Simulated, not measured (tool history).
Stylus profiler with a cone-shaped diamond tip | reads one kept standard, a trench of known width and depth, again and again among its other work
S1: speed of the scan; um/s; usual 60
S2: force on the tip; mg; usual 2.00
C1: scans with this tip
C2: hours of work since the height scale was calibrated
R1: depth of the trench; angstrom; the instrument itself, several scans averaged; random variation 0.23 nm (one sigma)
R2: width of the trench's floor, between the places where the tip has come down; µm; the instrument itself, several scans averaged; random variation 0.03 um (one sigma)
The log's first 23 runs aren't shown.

Run 24, hour 487.7: usual settings but S1 18 um/s; C1 5128; C2 464. Result: R1 10098.9 angstrom, R2 25.64 µm.
Run 25, hour 502.7: usual settings but S1 92 um/s, S2 2.38 mg; C1 5255; C2 475. Result: R1 10117.1 angstrom, R2 25.52 µm.
Run 26, hour 518.4: usual settings but S1 30 um/s, S2 1.69 mg; C1 5387; C2 487. Result: R1 10090.9 angstrom, R2 25.61 µm.
Run 27, hour 542.2: usual settings but S1 30 um/s, S2 1.69 mg; C1 5587; C2 505. Result: R1 10094.7 angstrom, R2 25.56 µm.
Run 28, hour 569.9: usual settings but S1 146 um/s, S2 4.35 mg; C1 5821; C2 526. Result: R1 10187.3 angstrom, R2 25.41 µm.
Run 29, hour 597.4: usual settings but S1 146 um/s, S2 1.42 mg; C1 6053; C2 547. Result: R1 10074.1 angstrom, R2 25.20 µm.
Run 30, hour 619.0: usual settings but S1 24 um/s, S2 1.96 mg; C1 6235; C2 564. Result: R1 10092.9 angstrom, R2 25.60 µm.
Run 31, hour 646.9: usual settings but S1 191 um/s, S2 5.85 mg; C1 6470; C2 585. Result: R1 10228.7 angstrom, R2 25.37 µm.
Run 32, hour 669.7: usual settings but S1 200 um/s, S2 1.51 mg; C1 6662; C2 603. Result: R1 10074.2 angstrom, R2 24.96 µm.
Run 33, hour 689.5: usual settings but S1 67 um/s, S2 1.69 mg; C1 6829; C2 618. Result: R1 10080.5 angstrom, R2 25.41 µm.
Run 34, hour 710.1: usual settings but S1 188 um/s, S2 0.82 mg; C1 7002; C2 633. Result: R1 10035.1 angstrom, R2 24.83 µm.
Run 35, hour 738.8: usual settings but S1 117 um/s; C1 7244; C2 655. Result: R1 10091.5 angstrom, R2 25.31 µm.

Forecast each of these 4 alternatives for the next run:
Run A, hour 756.0: usual settings but S1 34 um/s; C1 7389; C2 668. Result: R1 ?, R2 ?.
Run B, hour 756.0: usual settings but S1 237 um/s, S2 1.96 mg; C1 7389; C2 668. Result: R1 ?, R2 ?.
Run C, hour 756.0: usual settings but S1 156 um/s, S2 4.31 mg; C1 7389; C2 668. Result: R1 ?, R2 ?.
Run D, hour 756.0: usual settings but S2 2.57 mg; C1 7389; C2 668. Result: R1 ?, R2 ?.

run       R1     R2
  A  10092.5  25.49
  B  10093.7  24.97
  C  10179.3  25.36
  D  10118.1  25.48
Without the tool's hidden state the same runs would have given:
run       R1     R2
  A  10126.2  25.87
  B  10127.4  25.36
  C  10213.3  25.74
  D  10151.8  25.86

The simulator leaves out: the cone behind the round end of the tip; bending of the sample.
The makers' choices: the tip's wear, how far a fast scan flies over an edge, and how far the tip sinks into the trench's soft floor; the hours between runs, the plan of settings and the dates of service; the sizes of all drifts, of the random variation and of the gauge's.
